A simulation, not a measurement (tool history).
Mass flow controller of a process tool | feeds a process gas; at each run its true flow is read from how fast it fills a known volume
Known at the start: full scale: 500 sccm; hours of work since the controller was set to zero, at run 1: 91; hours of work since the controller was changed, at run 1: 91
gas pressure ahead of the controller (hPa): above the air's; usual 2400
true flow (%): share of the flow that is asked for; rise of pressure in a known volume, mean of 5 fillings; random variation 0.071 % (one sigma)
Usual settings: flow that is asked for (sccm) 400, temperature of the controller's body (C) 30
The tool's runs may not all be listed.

run    hour  flow that is asked for (sccm)  gas pressure ahead of the controller (hPa)  temperature of the controller's body (C)  hours of work since the controller was set to zero  hours of work since the controller was changed  true flow (%)
  1     0.0                            400                                        2400                                        30                                                  91                                              91          99.67
  2    65.5                            400                                        2400                                        30                                                 138                                             138          99.82
  3   199.1                            400                                        2400                                        30                                                 234                                             234          99.63
  4   294.5                            400                                        2400                                        30                                                 302                                             302          99.73
  5   393.5                            400                                        2400                                        30                                                 374                                             374          99.74
  6   518.0                            400                                        2400                                        30                                                 463                                             463          99.60
  7   608.6                            400                                        2690                                        30                                                 528                                             528          99.83
  8   735.3                             61                                        2400                                        30                                                 619                                             619          98.41
  9   848.2                             61                                        2400                                        30                                                 700                                             700          98.38
 10   973.9                             61                                        2450                                        35                                                 791                                             791          98.89
 11  1034.5                             61                                        2450                                        35                                                 834                                             834          98.92
 12  1143.1                            161                                        1600                                        25                                                 912                                             912          98.12
 13  1254.5                            134                                        2400                                        30                                                 993                                             993          98.54
 14  1383.5                            134                                        2400                                        30                                                1085                                            1085          98.56
 15  1452.3                            134                                        2400                                        30                                                1135                                            1135          98.50
 16  1557.1                            134                                        2400                                        30                                                1210                                            1210          98.64
 17  1644.8                             63                                        1840                                        25                                                1273                                            1273          98.25
 18  1714.0                            400                                        2270                                        20                                                1323                                            1323          98.88

Hidden state or all else? Some run-to-run changes of true flow (%), split into what the settings, what came in and random variation would give without the hidden state, and what is left for the hidden state (with any gauge scatter that isn't in both results):
The hidden state here: flow at rest that the sensor doesn't see, % of full scale; true flow over the shown one, %; drift of the gauge itself on true_pct, %.
Run 7 -> 8: flow that is asked for (sccm) 400 -> 61, gas pressure ahead of the controller (hPa) 2690 -> 2400. true flow (%) -1.42: hidden state +0.47, all else -1.89.
Run 17 -> 18: flow that is asked for (sccm) 63 -> 400, gas pressure ahead of the controller (hPa) 1840 -> 2270, temperature of the controller's body (C) 25 -> 20. true flow (%) +0.63: hidden state -0.86, all else +1.49.
